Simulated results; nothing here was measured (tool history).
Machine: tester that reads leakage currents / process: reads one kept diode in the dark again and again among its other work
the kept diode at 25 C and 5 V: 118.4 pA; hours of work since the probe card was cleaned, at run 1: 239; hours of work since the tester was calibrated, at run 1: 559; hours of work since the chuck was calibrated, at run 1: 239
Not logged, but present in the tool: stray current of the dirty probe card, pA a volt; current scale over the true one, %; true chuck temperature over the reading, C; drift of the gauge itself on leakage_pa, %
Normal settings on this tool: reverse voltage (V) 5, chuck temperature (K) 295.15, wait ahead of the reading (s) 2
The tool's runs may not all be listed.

run	hour	reverse voltage (V)	chuck temperature (K)	wait ahead of the reading (s)	hours of work since the probe card was cleaned	hours of work since the tester was calibrated	hours of work since the chuck was calibrated	current that the tester gives (pA)
1	0	5	295.15	2	239	559	239	94.54
2	53.9	5	295.15	2	278	599	278	94.21
3	101.5	5	295.15	2	313	634	313	94.7
4	145.7	5	295.15	2	346	666	346	94.87
5	237.7	5	295.15	2	413	733	413	94.72
6	316.6	5	295.15	2	471	791	471	94.98
7	383.4	5	295.15	2	520	840	520	95.1
8	485.9	5	326.15	2	595	915	595	807.53
9	559.9	5	326.15	2	649	969	649	807.84
10	664.7	5	326.15	2	726	1046	726	806.79
11	737.1	5	326.15	2	779	1099	779	801.1
12	813.9	13.46	299.15	1.43	835	1156	835	179.88
13	906.5	3.44	308.15	4.54	903	1223	903	212.89
14	950.9	3.44	317.15	1.89	936	1256	936	395.28
15	1039	3.44	317.15	1.89	1000	1321	1000	396.03
16	1120.7	5	301.15	2	1060	1380	1060	146.56
17	1172.7	4.01	310.15	0.37	1098	1419	1098	259.37
18	1273.9	14.82	310.15	0.37	1172	1493	1172	410.74
19	1344.3	14.82	310.15	0.37	1224	1544	1224	408.2
20	1453.6	15.59	295.15	1.14	1304	1624	1304	149.31
21	1561.7	15.59	295.15	0.94	1383	1704	1383	150.69

5 ways to go on from here, each from the tool as it stands after run 21. What would each give?
A	1613.6	1.52	304.15	4.31	1421	1742	1421	?
B	1613.6	7.93	305.15	0.94	1421	1742	1421	?
C	1613.6	1.14	314.15	1	1421	1742	1421	?
D	1613.6	4	295.15	1.41	1421	1742	1421	?
E	1613.6	15.59	312.15	1.15	1421	1742	1421	?

run	current that the tester gives (pA)
A	120.98
B	228.26
C	224.53
D	87.71
E	462.83
Had the tool no hidden state, the same runs would have come out as:
run	current that the tester gives (pA)
A	127.25
B	232.95
C	237.6
D	88.57
E	471.93

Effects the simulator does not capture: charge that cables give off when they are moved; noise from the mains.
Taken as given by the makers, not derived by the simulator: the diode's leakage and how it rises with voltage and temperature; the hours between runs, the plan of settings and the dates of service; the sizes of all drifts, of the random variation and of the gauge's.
